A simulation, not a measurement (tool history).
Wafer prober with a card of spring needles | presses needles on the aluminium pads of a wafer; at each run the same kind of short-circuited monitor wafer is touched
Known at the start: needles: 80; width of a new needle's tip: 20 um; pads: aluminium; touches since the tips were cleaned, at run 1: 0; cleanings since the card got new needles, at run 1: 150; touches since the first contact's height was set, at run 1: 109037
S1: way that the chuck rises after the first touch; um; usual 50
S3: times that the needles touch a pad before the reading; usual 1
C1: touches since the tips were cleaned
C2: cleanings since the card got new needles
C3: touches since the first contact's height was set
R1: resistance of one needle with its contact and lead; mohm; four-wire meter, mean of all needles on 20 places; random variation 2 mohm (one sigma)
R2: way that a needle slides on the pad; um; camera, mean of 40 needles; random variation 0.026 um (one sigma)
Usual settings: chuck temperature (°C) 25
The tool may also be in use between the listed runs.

run 1 day=0 | S1=50 chuck_temperature_(°C)=25 S3=1 | C1=0 C2=150 C3=109037 | R1=234 R2=9.19
-- day=0.354 tips cleaned on abrasive film
-- day=0.712 tips cleaned on abrasive film
-- day=1.067 tips cleaned on abrasive film
-- day=1.421 tips cleaned on abrasive film
run 2 day=1.5 | S1=50 chuck_temperature_(°C)=25 S3=1 | C1=986 C2=154 C3=128091 | R1=249 R2=9.14
-- day=1.712 tips cleaned on abrasive film
-- day=2.008 height of the first contact set anew
-- day=2.083 tips cleaned on abrasive film
-- day=2.438 tips cleaned on abrasive film
run 3 day=2.467 | S1=50 chuck_temperature_(°C)=25 S3=1 | C1=395 C2=157 C3=5824 | R1=244 R2=8.93
-- day=2.754 tips cleaned on abrasive film
-- day=3.108 tips cleaned on abrasive film
-- day=3.446 tips cleaned on abrasive film
run 4 day=3.446 | S1=52 chuck_temperature_(°C)=25 S3=1 | C1=0 C2=160 C3=18261 | R1=225 R2=9.23
-- day=3.733 tips cleaned on abrasive film
-- day=4.088 tips cleaned on abrasive film
-- day=4.312 height of the first contact set anew, once more
-- day=4.454 tips cleaned on abrasive film
-- day=4.742 tips cleaned on abrasive film
run 5 day=5.008 | S1=52 chuck_temperature_(°C)=25 S3=1 | C1=3460 C2=164 C3=8889 | R1=271 R2=10.1
-- day=5.083 tips cleaned on abrasive film
-- day=5.442 tips cleaned on abrasive film
-- day=5.783 tips cleaned on abrasive film
run 6 day=5.783 | S1=52 chuck_temperature_(°C)=25 S3=1 | C1=0 C2=167 C3=18653 | R1=229 R2=10.04
-- day=6.138 tips cleaned on abrasive film
-- day=6.492 tips cleaned on abrasive film
-- day=6.779 tips cleaned on abrasive film
-- day=7.079 tips cleaned on abrasive film
run 7 day=7.079 | S1=52 chuck_temperature_(°C)=25 S3=1 | C1=0 C2=171 C3=35102 | R1=224 R2=9.87
-- day=7.433 tips cleaned on abrasive film
-- day=7.788 tips cleaned on abrasive film
-- day=8.142 tips cleaned on abrasive film
run 8 day=8.338 | S1=52 chuck_temperature_(°C)=25 S3=1 | C1=2488 C2=174 C3=51146 | R1=265 R2=9.83
-- day=8.483 tips cleaned on abrasive film
-- day=8.838 tips cleaned on abrasive film
-- day=9.183 tips cleaned on abrasive film
run 9 day=9.183 | S1=50 chuck_temperature_(°C)=93 S3=1 | C1=0 C2=177 C3=61886 | R1=250 R2=9.4
-- day=9.542 tips cleaned on abrasive film
-- day=9.896 tips cleaned on abrasive film
run 10 day=10.021 | S1=50 chuck_temperature_(°C)=93 S3=1 | C1=1602 C2=179 C3=72536 | R1=274 R2=9.38
-- day=10.233 tips cleaned on abrasive film
-- day=10.592 tips cleaned on abrasive film
-- day=10.946 tips cleaned on abrasive film
-- day=11.3 tips cleaned on abrasive film
run 11 day=11.529 | S1=50 chuck_temperature_(°C)=93 S3=1 | C1=2912 C2=183 C3=91710 | R1=294 R2=9.26
-- day=11.604 tips cleaned on abrasive film
-- day=11.958 tips cleaned on abrasive film
-- day=12.312 tips cleaned on abrasive film
run 12 day=12.417 | S1=50 chuck_temperature_(°C)=93 S3=1 | C1=1329 C2=186 C3=102989 | R1=271 R2=9.27
-- day=12.633 tips cleaned on abrasive film
-- day=12.988 tips cleaned on abrasive film
-- day=13.346 tips cleaned on abrasive film
run 13 day=13.433 | S1=50 chuck_temperature_(°C)=26 S3=1 | C1=1132 C2=189 C3=115883 | R1=257 R2=9.18
-- day=13.65 tips cleaned on abrasive film
-- day=14.004 tips cleaned on abrasive film
-- day=14.358 tips cleaned on abrasive film
-- day=14.712 tips cleaned on abrasive film
-- day=14.938 height of the first contact set anew
run 14 day=14.946 | S1=38 chuck_temperature_(°C)=30 S3=2 | C1=2840 C2=193 C3=128 | R1=280 R2=7.35
-- day=15.021 tips cleaned on abrasive film
-- day=15.379 tips cleaned on abrasive film
-- day=15.733 tips cleaned on abrasive film
run 15 day=15.992 | S1=38 chuck_temperature_(°C)=30 S3=3 | C1=3306 C2=196 C3=13388 | R1=268 R2=7.32
-- day=16.067 tips cleaned on abrasive film
-- day=16.421 tips cleaned on abrasive film
-- day=16.775 tips cleaned on abrasive film
-- day=17.125 tips cleaned on abrasive film
-- day=17.412 tips cleaned on abrasive film
run 16 day=17.508 | S1=31 chuck_temperature_(°C)=85 S3=1 | C1=1268 C2=201 C3=32657 | R1=327 R2=5.86
-- day=17.725 tips cleaned on abrasive film
-- day=18.079 tips cleaned on abrasive film
-- day=18.396 tips cleaned on abrasive film
run 17 day=18.396 | S1=31 chuck_temperature_(°C)=85 S3=1 | C1=0 C2=204 C3=43874 | R1=274 R2=5.83
-- day=18.746 tips cleaned on abrasive film
-- day=19.104 tips cleaned on abrasive film
-- day=19.458 tips cleaned on abrasive film
run 18 day=19.692 | S1=31 chuck_temperature_(°C)=45 S3=1 | C1=3004 C2=207 C3=60410 | R1=359 R2=5.74
-- day=19.767 tips cleaned on abrasive film
-- day=20.054 tips cleaned on abrasive film
-- day=20.408 tips cleaned on abrasive film
-- day=20.696 tips cleaned on abrasive film
-- day=21.046 tips cleaned on abrasive film
run 19 day=21.275 | S1=50 chuck_temperature_(°C)=59 S3=3 | C1=2932 C2=212 C3=80503 | R1=255 R2=9.35
-- day=21.35 tips cleaned on abrasive film
-- day=21.704 tips cleaned on abrasive film
-- day=22.046 tips cleaned on abrasive film
run 20 day=22.046 | S1=50 chuck_temperature_(°C)=59 S3=3 | C1=0 C2=215 C3=90244 | R1=238 R2=9.32
-- day=22.4 tips cleaned on abrasive film
-- day=22.729 tips cleaned on abrasive film
run 21 day=22.729 | S1=50 chuck_temperature_(°C)=59 S3=3 | C1=0 C2=217 C3=98956 | R1=240 R2=9.28
-- day=23.088 tips cleaned on abrasive film
-- day=23.438 tips cleaned on abrasive film
run 22 day=23.642 | S1=50 chuck_temperature_(°C)=59 S3=3 | C1=2595 C2=219 C3=110557 | R1=255 R2=9.22
-- day=23.788 tips cleaned on abrasive film
-- day=24.071 tips cleaned on abrasive film
-- day=24.429 tips cleaned on abrasive film
-- day=24.783 tips cleaned on abrasive film
-- day=25.071 tips cleaned on abrasive film
run 23 day=25.283 | S1=50 chuck_temperature_(°C)=25 S3=2 | C1=2740 C2=224 C3=131393 | R1=269 R2=9.07
-- day=25.354 tips cleaned on abrasive film
-- day=25.579 height of the first contact set anew
-- day=25.654 tips cleaned on abrasive film
-- day=26.008 tips cleaned on abrasive film
run 24 day=26.154 | S1=50 chuck_temperature_(°C)=101 S3=1 | C1=1866 C2=227 C3=7295 | R1=282 R2=9.63
-- day=26.3 tips cleaned on abrasive film
-- day=26.654 tips cleaned on abrasive film
-- day=27.004 tips cleaned on abrasive film
run 25 day=27.025 | S1=70 chuck_temperature_(°C)=41 S3=1 | C1=245 C2=230 C3=18326 | R1=226 R2=13.45
-- day=27.308 tips cleaned on abrasive film
-- day=27.667 tips cleaned on abrasive film
-- day=27.95 tips cleaned on abrasive film
-- day=28.308 tips cleaned on abrasive film
run 26 day=28.467 | S1=59 chuck_temperature_(°C)=25 S3=1 | C1=2061 C2=234 C3=36671 | R1=256 R2=11.26

Hidden state at the last listed run before each entry between runs and at the first one after, where it differs:
Between runs 1 and 2: tips cleaned on abrasive film (day 0.354); tips cleaned on abrasive film (day 0.712); tips cleaned on abrasive film (day 1.067); tips cleaned on abrasive film (day 1.421)
  debris on the tips, nm: 6.7 -> 42.2; way that the needles fall short of the set height, um: 2.59 -> 2.94; tips' diameter, um: 25.15 -> 25.28
  measured less the result without the state, R1: +9 -> +28 mohm; R2: -0.5 -> -0.57 um
Between runs 2 and 3: tips cleaned on abrasive film (day 1.712); height of the first contact set anew (day 2.008); tips cleaned on abrasive film (day 2.083); tips cleaned on abrasive film (day 2.438)
  debris on the tips, nm: 42.2 -> 26.8; way that the needles fall short of the set height, um: 2.94 -> 3.98; tips' diameter, um: 25.28 -> 25.38
  measured less the result without the state, R1: +28 -> +22 mohm; R2: -0.57 -> -0.77 um
Between runs 3 and 4: tips cleaned on abrasive film (day 2.754); tips cleaned on abrasive film (day 3.108); tips cleaned on abrasive film (day 3.446)
  debris on the tips, nm: 26.8 -> 6.3; way that the needles fall short of the set height, um: 3.98 -> 4.29; tips' diameter, um: 25.38 -> 25.49
  measured less the result without the state, R1: +22 -> +9 mohm; R2: -0.77 -> -0.83 um
Between runs 4 and 5: tips cleaned on abrasive film (day 3.733); tips cleaned on abrasive film (day 4.088); height of the first contact set anew, once more (day 4.312); tips cleaned on abrasive film (day 4.454); tips cleaned on abrasive film (day 4.742)
  debris on the tips, nm: 6.3 -> 100.5; way that the needles fall short of the set height, um: 4.29 -> 0.15; tips' diameter, um: 25.49 -> 25.63
  measured less the result without the state, R1: +9 -> +50 mohm; R2: -0.83 -> -0.03 um
Between runs 5 and 6: tips cleaned on abrasive film (day 5.083); tips cleaned on abrasive film (day 5.442); tips cleaned on abrasive film (day 5.783)
  debris on the tips, nm: 100.5 -> 6.5; way that the needles fall short of the set height, um: 0.15 -> 0.47; tips' diameter, um: 25.63 -> 25.74
  measured less the result without the state, R1: +50 -> +8 mohm; R2: -0.03 -> -0.09 um
Between runs 6 and 7: tips cleaned on abrasive film (day 6.138); tips cleaned on abrasive film (day 6.492); tips cleaned on abrasive film (day 6.779); tips cleaned on abrasive film (day 7.079)
  debris on the tips, nm: 6.5 -> 7.6; way that the needles fall short of the set height, um: 0.47 -> 0.86; tips' diameter, um: 25.74 -> 25.88
  measured less the result without the state, R1: +8 -> +8 mohm; R2: -0.09 -> -0.17 um
Between runs 7 and 8: tips cleaned on abrasive film (day 7.433); tips cleaned on abrasive film (day 7.788); tips cleaned on abrasive film (day 8.142)
  debris on the tips, nm: 7.6 -> 76.7; way that the needles fall short of the set height, um: 0.86 -> 1.17; tips' diameter, um: 25.88 -> 25.99
  measured less the result without the state, R1: +8 -> +43 mohm; R2: -0.17 -> -0.23 um
Between runs 8 and 9: tips cleaned on abrasive film (day 8.483); tips cleaned on abrasive film (day 8.838); tips cleaned on abrasive film (day 9.183)
  debris on the tips, nm: 76.7 -> 6.2; way that the needles fall short of the set height, um: 1.17 -> 1.47; tips' diameter, um: 25.99 -> 26.09
  measured less the result without the state, R1: +43 -> +9 mohm; R2: -0.23 -> -0.29 um
Between runs 9 and 10: tips cleaned on abrasive film (day 9.542); tips cleaned on abrasive film (day 9.896)
  debris on the tips, nm: 6.2 -> 56.9; way that the needles fall short of the set height, um: 1.47 -> 1.64; tips' diameter, um: 26.09 -> 26.15
  measured less the result without the state, R1: +9 -> +34 mohm; R2: -0.29 -> -0.32 um
Between runs 10 and 11: tips cleaned on abrasive film (day 10.233); tips cleaned on abrasive film (day 10.592); tips cleaned on abrasive film (day 10.946); tips cleaned on abrasive film (day 11.3)
  debris on the tips, nm: 56.9 -> 94.1; way that the needles fall short of the set height, um: 1.64 -> 2.05; tips' diameter, um: 26.15 -> 26.3
  measured less the result without the state, R1: +34 -> +54 mohm; R2: -0.32 -> -0.4 um
Between runs 11 and 12: tips cleaned on abrasive film (day 11.604); tips cleaned on abrasive film (day 11.958); tips cleaned on abrasive film (day 12.312)
  debris on the tips, nm: 94.1 -> 51; way that the needles fall short of the set height, um: 2.05 -> 2.28; tips' diameter, um: 26.3 -> 26.38
  measured less the result without the state, R1: +54 -> +33 mohm; R2: -0.4 -> -0.44 um
Between runs 12 and 13: tips cleaned on abrasive film (day 12.633); tips cleaned on abrasive film (day 12.988); tips cleaned on abrasive film (day 13.346)
  debris on the tips, nm: 51 -> 49.2; way that the needles fall short of the set height, um: 2.28 -> 2.59; tips' diameter, um: 26.38 -> 26.49
  measured less the result without the state, R1: +33 -> +35 mohm; R2: -0.44 -> -0.51 um
Between runs 13 and 14: tips cleaned on abrasive film (day 13.65); tips cleaned on abrasive film (day 14.004); tips cleaned on abrasive film (day 14.358); tips cleaned on abrasive film (day 14.712); height of the first contact set anew (day 14.938)
  debris on the tips, nm: 49.2 -> 93.3; way that the needles fall short of the set height, um: 2.59 -> 0; tips' diameter, um: 26.49 -> 26.62
  measured less the result without the state, R1: +35 -> +55 mohm; R2: -0.51 -> +0 um
Between runs 14 and 15: tips cleaned on abrasive film (day 15.021); tips cleaned on abrasive film (day 15.379); tips cleaned on abrasive film (day 15.733)
  debris on the tips, nm: 93.3 -> 105.1; way that the needles fall short of the set height, um: 0 -> 0.29; tips' diameter, um: 26.62 -> 26.73
  measured less the result without the state, R1: +55 -> +41 mohm; R2: +0 -> -0.06 um
Between runs 15 and 16: tips cleaned on abrasive film (day 16.067); tips cleaned on abrasive film (day 16.421); tips cleaned on abrasive film (day 16.775); tips cleaned on abrasive film (day 17.125); tips cleaned on abrasive film (day 17.412)
  debris on the tips, nm: 105.1 -> 50.9; way that the needles fall short of the set height, um: 0.29 -> 0.75; tips' diameter, um: 26.73 -> 26.89
  measured less the result without the state, R1: +41 -> +75 mohm; R2: -0.06 -> -0.14 um
Between runs 16 and 17: tips cleaned on abrasive film (day 17.725); tips cleaned on abrasive film (day 18.079); tips cleaned on abrasive film (day 18.396)
  debris on the tips, nm: 50.9 -> 12.4; way that the needles fall short of the set height, um: 0.75 -> 1.01; tips' diameter, um: 26.89 -> 26.98
  measured less the result without the state, R1: +75 -> +27 mohm; R2: -0.14 -> -0.19 um
Between runs 17 and 18: tips cleaned on abrasive film (day 18.746); tips cleaned on abrasive film (day 19.104); tips cleaned on abrasive film (day 19.458)
  debris on the tips, nm: 12.4 -> 85.4; way that the needles fall short of the set height, um: 1.01 -> 1.28; tips' diameter, um: 26.98 -> 27.07
  measured less the result without the state, R1: +27 -> +127 mohm; R2: -0.19 -> -0.25 um
Between runs 18 and 19: tips cleaned on abrasive film (day 19.767); tips cleaned on abrasive film (day 20.054); tips cleaned on abrasive film (day 20.408); tips cleaned on abrasive film (day 20.696); tips cleaned on abrasive film (day 21.046)
  debris on the tips, nm: 85.4 -> 90.2; way that the needles fall short of the set height, um: 1.28 -> 1.78; tips' diameter, um: 27.07 -> 27.25
  measured less the result without the state, R1: +127 -> +25 mohm; R2: -0.25 -> -0.35 um
Between runs 19 and 20: tips cleaned on abrasive film (day 21.35); tips cleaned on abrasive film (day 21.704); tips cleaned on abrasive film (day 22.046)
  debris on the tips, nm: 90.2 -> 7.6; way that the needles fall short of the set height, um: 1.78 -> 2.05; tips' diameter, um: 27.25 -> 27.34
  measured less the result without the state, R1: +25 -> +9 mohm; R2: -0.35 -> -0.4 um
Between runs 20 and 21: tips cleaned on abrasive film (day 22.4); tips cleaned on abrasive film (day 22.729)
  way that the needles fall short of the set height, um: 2.05 -> 2.2; tips' diameter, um: 27.34 -> 27.39
  measured less the result without the state, R1: +9 -> +10 mohm; R2: -0.4 -> -0.42 um
Between runs 21 and 22: tips cleaned on abrasive film (day 23.088); tips cleaned on abrasive film (day 23.438)
  debris on the tips, nm: 7.6 -> 82.4; way that the needles fall short of the set height, um: 2.2 -> 2.39; tips' diameter, um: 27.39 -> 27.46
  measured less the result without the state, R1: +10 -> +24 mohm; R2: -0.42 -> -0.47 um
Between runs 22 and 23: tips cleaned on abrasive film (day 23.788); tips cleaned on abrasive film (day 24.071); tips cleaned on abrasive film (day 24.429); tips cleaned on abrasive film (day 24.783); tips cleaned on abrasive film (day 25.071)
  debris on the tips, nm: 82.4 -> 97.7; way that the needles fall short of the set height, um: 2.39 -> 2.83; tips' diameter, um: 27.46 -> 27.61
  measured less the result without the state, R1: +24 -> +44 mohm; R2: -0.47 -> -0.55 um
Between runs 23 and 24: tips cleaned on abrasive film (day 25.354); height of the first contact set anew (day 25.579); tips cleaned on abrasive film (day 25.654); tips cleaned on abrasive film (day 26.008)
  debris on the tips, nm: 97.7 -> 71.4; way that the needles fall short of the set height, um: 2.83 -> 0.22; tips' diameter, um: 27.61 -> 27.72
  measured less the result without the state, R1: +44 -> +43 mohm; R2: -0.55 -> -0.04 um
Between runs 24 and 25: tips cleaned on abrasive film (day 26.3); tips cleaned on abrasive film (day 26.654); tips cleaned on abrasive film (day 27.004)
  debris on the tips, nm: 71.4 -> 15; way that the needles fall short of the set height, um: 0.22 -> 0.49; tips' diameter, um: 27.72 -> 27.81
  measured less the result without the state, R1: +43 -> +9 mohm; R2: -0.04 -> -0.1 um
Between runs 25 and 26: tips cleaned on abrasive film (day 27.308); tips cleaned on abrasive film (day 27.667); tips cleaned on abrasive film (day 27.95); tips cleaned on abrasive film (day 28.308)
  debris on the tips, nm: 15 -> 71.9; way that the needles fall short of the set height, um: 0.49 -> 0.81; tips' diameter, um: 27.81 -> 27.92
  measured less the result without the state, R1: +9 -> +36 mohm; R2: -0.1 -> -0.16 um

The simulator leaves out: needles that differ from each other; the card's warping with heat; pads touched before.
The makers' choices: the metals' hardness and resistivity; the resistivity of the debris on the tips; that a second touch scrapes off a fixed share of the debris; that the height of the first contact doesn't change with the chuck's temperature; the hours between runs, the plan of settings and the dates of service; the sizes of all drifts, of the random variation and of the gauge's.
